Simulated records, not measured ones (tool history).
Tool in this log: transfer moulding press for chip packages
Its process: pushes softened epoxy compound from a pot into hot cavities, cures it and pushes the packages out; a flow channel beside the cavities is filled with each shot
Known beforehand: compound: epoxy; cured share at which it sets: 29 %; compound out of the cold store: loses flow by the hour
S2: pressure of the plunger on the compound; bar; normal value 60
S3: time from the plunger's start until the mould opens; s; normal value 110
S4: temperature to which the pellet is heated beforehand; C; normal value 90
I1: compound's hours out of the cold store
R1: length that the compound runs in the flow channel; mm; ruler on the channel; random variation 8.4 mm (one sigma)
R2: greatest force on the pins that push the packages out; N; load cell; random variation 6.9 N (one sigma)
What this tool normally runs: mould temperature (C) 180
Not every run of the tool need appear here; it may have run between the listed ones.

run 1 day=0 | mould_temperature_(C)=180 S2=60 S3=110 S4=90 | I1=35 | R1=842 R2=475
run 2 day=0.175 | mould_temperature_(C)=180 S2=60 S3=110 S4=90 | I1=9.1 | R1=957 R2=515
run 3 day=0.454 | mould_temperature_(C)=180 S2=60 S3=110 S4=90 | I1=38.9 | R1=823 R2=478
run 4 day=0.654 | mould_temperature_(C)=180 S2=60 S3=110 S4=90 | I1=39.1 | R1=838 R2=477
run 5 day=0.971 | mould_temperature_(C)=180 S2=60 S3=110 S4=90 | I1=20.9 | R1=886 R2=514
-- day=1.167 cavities cleaned with cleaning compound and waxed
run 6 day=1.254 | mould_temperature_(C)=180 S2=60 S3=110 S4=90 | I1=39.1 | R1=817 R2=284
run 7 day=1.492 | mould_temperature_(C)=180 S2=60 S3=110 S4=90 | I1=19.8 | R1=893 R2=328
run 8 day=1.896 | mould_temperature_(C)=180 S2=60 S3=110 S4=90 | I1=17.3 | R1=915 R2=356
run 9 day=2.083 | mould_temperature_(C)=173 S2=60 S3=120 S4=83 | I1=20.8 | R1=924 R2=470
run 10 day=2.358 | mould_temperature_(C)=180 S2=57.6 S3=115 S4=90 | I1=44.3 | R1=789 R2=348
run 11 day=2.562 | mould_temperature_(C)=180 S2=57.6 S3=115 S4=90 | I1=43.8 | R1=793 R2=360
run 12 day=2.862 | mould_temperature_(C)=185 S2=52.4 S3=110 S4=90 | I1=10.5 | R1=862 R2=355
run 13 day=3.183 | mould_temperature_(C)=184 S2=60 S3=117 S4=96 | I1=33.6 | R1=834 R2=345
run 14 day=3.379 | mould_temperature_(C)=179 S2=60 S3=148 S4=90 | I1=10.4 | R1=934 R2=355
run 15 day=3.571 | mould_temperature_(C)=179 S2=60 S3=148 S4=90 | I1=35.9 | R1=831 R2=347
run 16 day=3.946 | mould_temperature_(C)=179 S2=60 S3=148 S4=90 | I1=38.6 | R1=827 R2=362

Each row is a separate what-if for the run after 16, all from the same tool condition, not one after another. Results?
run A day=4.212 | mould_temperature_(C)=179 S2=54.8 S3=132 S4=90 | I1=16.6 | R1=? R2=?
run B day=4.212 | mould_temperature_(C)=180 S2=60 S3=110 S4=86 | I1=10.2 | R1=? R2=?
run C day=4.212 | mould_temperature_(C)=179 S2=60 S3=105 S4=90 | I1=19.8 | R1=? R2=?
run D day=4.212 | mould_temperature_(C)=179 S2=60 S3=92 S4=90 | I1=34 | R1=? R2=?

run=A R1=874 R2=420
run=B R1=931 R2=494
run=C R1=895 R2=561
run=D R1=843 R2=689
With the hidden condition removed and each run's random variation left untouched, the same runs would have given:
run=A R1=912 R2=242
run=B R1=972 R2=283
run=C R1=934 R2=315
run=D R1=880 R2=387
